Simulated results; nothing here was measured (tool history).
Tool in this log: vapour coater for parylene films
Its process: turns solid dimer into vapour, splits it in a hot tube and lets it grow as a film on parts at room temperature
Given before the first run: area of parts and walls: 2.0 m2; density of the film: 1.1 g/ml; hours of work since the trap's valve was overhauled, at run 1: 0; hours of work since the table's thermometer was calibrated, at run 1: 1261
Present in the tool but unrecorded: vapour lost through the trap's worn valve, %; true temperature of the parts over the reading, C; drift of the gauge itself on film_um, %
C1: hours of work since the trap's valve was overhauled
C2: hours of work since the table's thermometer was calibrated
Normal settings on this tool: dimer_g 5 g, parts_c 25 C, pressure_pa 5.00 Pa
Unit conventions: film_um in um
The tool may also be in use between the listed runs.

run 1 hour=0.0 | dimer_g=5 parts_c=25 pressure_pa=5.00 | C1=0 C2=1261 | film_um=1.55
run 2 hour=52.9 | dimer_g=4 parts_c=25 pressure_pa=5.00 | C1=40 C2=1301 | film_um=1.25
run 3 hour=105.1 | dimer_g=4 parts_c=25 pressure_pa=5.00 | C1=79 C2=1340 | film_um=1.21
run 4 hour=157.0 | dimer_g=5 parts_c=25 pressure_pa=2.87 | C1=118 C2=1379 | film_um=1.60
run 5 hour=187.8 | dimer_g=5 parts_c=25 pressure_pa=2.87 | C1=141 C2=1402 | film_um=1.59
run 6 hour=218.2 | dimer_g=5 parts_c=25 pressure_pa=10.27 | C1=164 C2=1425 | film_um=1.46
run 7 hour=251.3 | dimer_g=8 parts_c=25 pressure_pa=5.00 | C1=189 C2=1450 | film_um=2.43
run 8 hour=293.8 | dimer_g=8 parts_c=25 pressure_pa=5.00 | C1=221 C2=1482 | film_um=2.45
run 9 hour=346.0 | dimer_g=8 parts_c=25 pressure_pa=5.00 | C1=260 C2=1521 | film_um=2.49
run 10 hour=382.2 | dimer_g=8 parts_c=25 pressure_pa=5.00 | C1=288 C2=1549 | film_um=2.43
run 11 hour=433.5 | dimer_g=8 parts_c=25 pressure_pa=5.00 | C1=326 C2=1587 | film_um=2.41
run 12 hour=469.5 | dimer_g=8 parts_c=25 pressure_pa=5.00 | C1=353 C2=1614 | film_um=2.44
run 13 hour=497.9 | dimer_g=8 parts_c=25 pressure_pa=5.00 | C1=375 C2=1636 | film_um=2.50
run 14 hour=544.7 | dimer_g=8 parts_c=25 pressure_pa=5.00 | C1=410 C2=1671 | film_um=2.42
run 15 hour=567.4 | dimer_g=8 parts_c=25 pressure_pa=5.00 | C1=427 C2=1688 | film_um=2.45
run 16 hour=608.9 | dimer_g=8 parts_c=25 pressure_pa=5.00 | C1=458 C2=1719 | film_um=2.38
run 17 hour=650.7 | dimer_g=8 parts_c=25 pressure_pa=5.00 | C1=490 C2=1751 | film_um=2.42
run 18 hour=693.8 | dimer_g=8 parts_c=25 pressure_pa=5.00 | C1=522 C2=1783 | film_um=2.44
run 19 hour=721.2 | dimer_g=8 parts_c=25 pressure_pa=5.00 | C1=543 C2=1804 | film_um=2.44
run 20 hour=765.9 | dimer_g=5 parts_c=25 pressure_pa=5.49 | C1=576 C2=1837 | film_um=1.50
run 21 hour=796.5 | dimer_g=5 parts_c=25 pressure_pa=5.49 | C1=599 C2=1860 | film_um=1.54
-- hour=838.4 trap's valve overhauled
run 22 hour=838.6 | dimer_g=5 parts_c=25 pressure_pa=5.49 | C1=0 C2=1889 | film_um=1.50
run 23 hour=863.5 | dimer_g=5 parts_c=25 pressure_pa=5.49 | C1=19 C2=1908 | film_um=1.54
run 24 hour=885.2 | dimer_g=5 parts_c=25 pressure_pa=5.49 | C1=35 C2=1924 | film_um=1.52
-- hour=917.5 table's thermometer calibrated
run 25 hour=934.2 | dimer_g=5 parts_c=25 pressure_pa=5.49 | C1=71 C2=13 | film_um=1.54
run 26 hour=956.1 | dimer_g=3 parts_c=25 pressure_pa=5.00 | C1=88 C2=29 | film_um=0.92
run 27 hour=981.0 | dimer_g=5 parts_c=35 pressure_pa=5.00 | C1=107 C2=48 | film_um=1.29
run 28 hour=1004.9 | dimer_g=4 parts_c=29 pressure_pa=4.25 | C1=125 C2=66 | film_um=1.15
run 29 hour=1055.4 | dimer_g=4 parts_c=20 pressure_pa=3.53 | C1=163 C2=104 | film_um=1.37
run 30 hour=1091.8 | dimer_g=4 parts_c=23 pressure_pa=3.53 | C1=190 C2=131 | film_um=1.29
run 31 hour=1129.9 | dimer_g=4 parts_c=23 pressure_pa=3.53 | C1=219 C2=160 | film_um=1.31
run 32 hour=1158.3 | dimer_g=4 parts_c=23 pressure_pa=8.08 | C1=240 C2=181 | film_um=1.22
run 33 hour=1195.0 | dimer_g=4 parts_c=23 pressure_pa=8.08 | C1=268 C2=209 | film_um=1.23
run 34 hour=1245.4 | dimer_g=3 parts_c=23 pressure_pa=8.08 | C1=306 C2=247 | film_um=0.93
run 35 hour=1292.7 | dimer_g=4 parts_c=31 pressure_pa=3.83 | C1=341 C2=282 | film_um=1.12
run 36 hour=1341.2 | dimer_g=4 parts_c=31 pressure_pa=3.32 | C1=378 C2=319 | film_um=1.12
run 37 hour=1367.0 | dimer_g=4 parts_c=31 pressure_pa=3.32 | C1=397 C2=338 | film_um=1.15
run 38 hour=1408.1 | dimer_g=2 parts_c=31 pressure_pa=3.32 | C1=428 C2=369 | film_um=0.56
run 39 hour=1459.5 | dimer_g=5 parts_c=24 pressure_pa=2.49 | C1=467 C2=408 | film_um=1.63
run 40 hour=1501.8 | dimer_g=4 parts_c=36 pressure_pa=2.49 | C1=499 C2=440 | film_um=1.06
run 41 hour=1551.3 | dimer_g=4 parts_c=36 pressure_pa=5.00 | C1=536 C2=477 | film_um=1.00
run 42 hour=1583.4 | dimer_g=4 parts_c=36 pressure_pa=5.00 | C1=560 C2=501 | film_um=0.98
run 43 hour=1618.6 | dimer_g=4 parts_c=36 pressure_pa=5.00 | C1=586 C2=528 | film_um=1.02
run 44 hour=1650.0 | dimer_g=6 parts_c=36 pressure_pa=7.44 | C1=610 C2=551 | film_um=1.48
-- hour=1677.7 trap's valve overhauled
run 45 hour=1695.5 | dimer_g=9 parts_c=25 pressure_pa=5.00 | C1=13 C2=583 | film_um=2.75
run 46 hour=1735.8 | dimer_g=5 parts_c=29 pressure_pa=5.00 | C1=44 C2=613 | film_um=1.41

4 ways to go on from here, each from the tool as it stands after run 46. What would each give?
run A hour=1762.7 | dimer_g=5 parts_c=25 pressure_pa=5.16 | C1=64 C2=633 | film_um=?
run B hour=1762.7 | dimer_g=8 parts_c=23 pressure_pa=7.20 | C1=64 C2=633 | film_um=?
run C hour=1762.7 | dimer_g=2 parts_c=25 pressure_pa=5.00 | C1=64 C2=633 | film_um=?
run D hour=1762.7 | dimer_g=4 parts_c=29 pressure_pa=10.76 | C1=64 C2=633 | film_um=?

run=A film_um=1.57
run=B film_um=2.49
run=C film_um=0.60
run=D film_um=1.12
With the hidden condition removed and each run's random variation left untouched, the same runs would have given:
run=A film_um=1.57
run=B film_um=2.49
run=C film_um=0.60
run=D film_um=1.12

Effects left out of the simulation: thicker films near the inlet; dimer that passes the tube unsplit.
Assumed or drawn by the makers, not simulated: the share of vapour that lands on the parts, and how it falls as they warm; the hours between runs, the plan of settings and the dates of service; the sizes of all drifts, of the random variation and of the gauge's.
